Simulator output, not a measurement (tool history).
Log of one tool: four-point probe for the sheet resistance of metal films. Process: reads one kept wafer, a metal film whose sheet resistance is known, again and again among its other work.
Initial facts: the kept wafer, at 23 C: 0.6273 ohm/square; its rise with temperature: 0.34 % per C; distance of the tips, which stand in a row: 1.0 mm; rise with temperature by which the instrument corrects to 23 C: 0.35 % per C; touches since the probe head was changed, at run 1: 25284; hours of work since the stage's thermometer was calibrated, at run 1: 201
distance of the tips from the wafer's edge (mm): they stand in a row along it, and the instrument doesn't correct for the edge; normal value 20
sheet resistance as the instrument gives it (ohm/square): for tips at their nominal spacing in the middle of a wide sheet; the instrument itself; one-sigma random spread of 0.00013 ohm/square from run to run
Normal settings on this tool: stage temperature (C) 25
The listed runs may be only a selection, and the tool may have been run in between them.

| run | hour | stage temperature (C) | distance of the tips from the wafer's edge (mm) | touches since the probe head was changed | hours of work since the stage's thermometer was calibrated | sheet resistance as the instrument gives it (ohm/square) |
|---|---|---|---|---|---|---|
| 1 | 0.0 | 25 | 20 | 25284 | 201 | 0.626945 |
| 2 | 13.3 | 25 | 21 | 25953 | 209 | 0.626802 |
| 3 | 20.0 | 25 | 20 | 26290 | 214 | 0.626586 |
| 4 | 28.1 | 25 | 20 | 26700 | 219 | 0.626876 |
| 5 | 37.3 | 25 | 20 | 27164 | 226 | 0.626583 |
| 6 | 51.9 | 25 | 20 | 27900 | 235 | 0.626521 |
| 7 | 58.5 | 25 | 20 | 28229 | 240 | 0.626643 |
| 8 | 66.0 | 25 | 20 | 28607 | 245 | 0.626576 |
| 9 | 77.8 | 25 | 20 | 29202 | 253 | 0.626494 |
| 10 | 87.8 | 25 | 20 | 29707 | 259 | 0.626376 |
| 11 | 96.8 | 25 | 20 | 30164 | 265 | 0.626430 |
| 12 | 104.6 | 25 | 20 | 30554 | 271 | 0.626279 |
| 13 | 115.3 | 25 | 20 | 31093 | 278 | 0.626716 |
| 14 | 124.3 | 25 | 20 | 31549 | 284 | 0.626404 |
| 15 | 131.8 | 19 | 20 | 31926 | 289 | 0.626453 |
| 16 | 142.3 | 19 | 20 | 32456 | 296 | 0.626689 |
| 17 | 153.2 | 19 | 20 | 33004 | 303 | 0.626612 |
| 18 | 164.4 | 19 | 20 | 33569 | 311 | 0.626346 |
| 19 | 179.2 | 25 | 20 | 34312 | 321 | 0.626252 |
| 20 | 190.0 | 25 | 20 | 34857 | 328 | 0.626311 |
| 21 | 203.6 | 25 | 20 | 35541 | 337 | 0.626317 |
| 22 | 215.6 | 25 | 20 | 36148 | 345 | 0.626081 |
| 23 | 231.1 | 23 | 7 | 36929 | 356 | 0.632427 |
| 24 | 239.6 | 19 | 9 | 37358 | 361 | 0.629527 |
| 25 | 253.9 | 22 | 11 | 38077 | 371 | 0.628160 |
| 26 | 268.4 | 22 | 61 | 38807 | 381 | 0.625416 |
| 27 | 282.8 | 33 | 34 | 39533 | 390 | 0.625051 |
| 28 | 292.5 | 33 | 34 | 40022 | 397 | 0.625069 |
| 29 | 300.9 | 28 | 5 | 40445 | 402 | 0.638172 |
| 30 | 315.3 | 25 | 46 | 41173 | 412 | 0.625302 |
| 31 | 322.7 | 27 | 53 | 41546 | 417 | 0.625201 |
| 32 | 336.0 | 34 | 7 | 42216 | 426 | 0.631309 |
| 33 | 349.1 | 26 | 4 | 42874 | 435 | 0.645139 |
| 34 | 355.4 | 22 | 4 | 43194 | 439 | 0.644978 |
| 35 | 369.2 | 22 | 62 | 43886 | 448 | 0.625006 |
| 36 | 384.6 | 27 | 20 | 44663 | 458 | 0.625325 |
| 37 | 397.1 | 25 | 17 | 45294 | 467 | 0.626078 |
| 38 | 406.7 | 20 | 8 | 45776 | 473 | 0.630174 |
| 39 | 422.0 | 19 | 7 | 46545 | 483 | 0.631949 |
| 40 | 432.9 | 25 | 39 | 47096 | 491 | 0.624779 |
| 41 | 444.4 | 25 | 5 | 47676 | 499 | 0.637701 |
| 42 | 456.3 | 29 | 39 | 48277 | 507 | 0.624558 |
| 43 | 469.4 | 26 | 43 | 48937 | 515 | 0.624563 |

4 options for the next run, each taken on its own from the tool as it stands now. Forecast them:
| A | 476.5 | 19 | 15 | 49295 | 520 | ? |
| B | 476.5 | 21 | 43 | 49295 | 520 | ? |
| C | 476.5 | 28 | 18 | 49295 | 520 | ? |
| D | 476.5 | 26 | 15 | 49295 | 520 | ? |

| run | sheet resistance as the instrument gives it (ohm/square) |
|---|---|
| A | 0.626391 |
| B | 0.624882 |
| C | 0.625467 |
| D | 0.625875 |
With the hidden condition removed and each run's random variation left untouched, the same runs would have given:
| run | sheet resistance as the instrument gives it (ohm/square) |
|---|---|
| A | 0.629133 |
| B | 0.627613 |
| C | 0.628187 |
| D | 0.628600 |
